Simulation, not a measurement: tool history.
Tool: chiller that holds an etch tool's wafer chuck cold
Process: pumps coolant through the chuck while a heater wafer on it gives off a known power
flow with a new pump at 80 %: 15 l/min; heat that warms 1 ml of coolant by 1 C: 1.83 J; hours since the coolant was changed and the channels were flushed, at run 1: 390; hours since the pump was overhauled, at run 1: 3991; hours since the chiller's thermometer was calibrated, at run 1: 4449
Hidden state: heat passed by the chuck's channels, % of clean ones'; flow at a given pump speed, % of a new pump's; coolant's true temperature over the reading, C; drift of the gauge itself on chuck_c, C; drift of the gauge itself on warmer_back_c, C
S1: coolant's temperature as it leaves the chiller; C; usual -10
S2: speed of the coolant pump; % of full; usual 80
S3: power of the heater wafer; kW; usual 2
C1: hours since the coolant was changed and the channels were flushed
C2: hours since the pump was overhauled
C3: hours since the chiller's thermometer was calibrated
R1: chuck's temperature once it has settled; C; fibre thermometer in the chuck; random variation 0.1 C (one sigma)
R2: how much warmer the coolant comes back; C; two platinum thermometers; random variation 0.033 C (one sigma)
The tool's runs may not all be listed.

Run 1, hour 0: usual settings; C1 390; C2 3991; C3 4449. Result: R1 10.4 C, R2 4.74 C.
Run 2, hour 79: usual settings but S3 1.638 kW; C1 469; C2 4070; C3 4528. Result: R1 6.6 C, R2 3.95 C.
Run 3, hour 187.2: usual settings but S2 60 % of full, S3 1.638 kW; C1 577; C2 4178; C3 4637. Result: R1 10.9 C, R2 5.21 C.
Run 4, hour 308.5: usual settings but S2 60 % of full, S3 1.638 kW; C1 699; C2 4299; C3 4758. Result: R1 11.1 C, R2 5.22 C.
Run 5, hour 447.3: usual settings but S1 -5 C, S2 60 % of full, S3 1.638 kW; C1 837; C2 4438; C3 4897. Result: R1 16.1 C, R2 5.26 C.
Run 6, hour 532.3: usual settings but S1 -5 C, S2 60 % of full, S3 1.638 kW; C1 922; C2 4523; C3 4982. Result: R1 16.3 C, R2 5.25 C.
Run 7, hour 694.9: usual settings but S1 -5 C, S2 60 % of full, S3 1.638 kW; C1 1085; C2 4685; C3 5144. Result: R1 16.4 C, R2 5.31 C.
At hour 714.4: coolant pump overhauled.
Run 8, hour 795.5: usual settings but S1 -5 C, S2 60 % of full, S3 1.638 kW; C1 1181; C2 81; C3 5240. Result: R1 16.8 C, R2 5.42 C.
Run 9, hour 938.1: usual settings but S1 -5 C, S2 60 % of full, S3 1.638 kW; C1 1323; C2 224; C3 5383. Result: R1 17.1 C, R2 5.4 C.
Run 10, hour 1050.2: usual settings but S1 -5 C, S2 60 % of full, S3 1.638 kW; C1 1435; C2 336; C3 5495. Result: R1 17.3 C, R2 5.49 C.
At hour 1063.5: chiller's thermometer calibrated.
Run 11, hour 1143.8: usual settings but S1 -5 C, S2 60 % of full, S3 1.638 kW; C1 1528; C2 428; C3 80. Result: R1 18 C, R2 5.49 C.
Run 12, hour 1267.1: usual settings but S1 -5 C, S2 60 % of full, S3 1.638 kW; C1 1651; C2 552; C3 204. Result: R1 18.1 C, R2 5.5 C.
Run 13, hour 1364.4: usual settings but S1 -13 C, S2 84 % of full, S3 1.022 kW; C1 1748; C2 649; C3 301. Result: R1 -1.9 C, R2 2.49 C.

Forecast each of these 3 alternatives for the next run:
Run A, hour 1435.2: usual settings but S2 92 % of full; C1 1819; C2 720; C3 372. Result: R1 ?, R2 ?.
Run B, hour 1435.2: usual settings but S1 -2 C, S2 84 % of full, S3 2.521 kW; C1 1819; C2 720; C3 372. Result: R1 ?, R2 ?.
Run C, hour 1435.2: usual settings but S1 -9 C, S2 61 % of full, S3 1.163 kW; C1 1819; C2 720; C3 372. Result: R1 ?, R2 ?.

run    R1    R2
  A  10.3  4.37
  B  25.4  6.09
  C   7.1  3.87
Without the tool's hidden state the same runs would have given:
run    R1    R2
  A   7.2  3.76
  B  21.2  5.26
  C   4.7  3.34
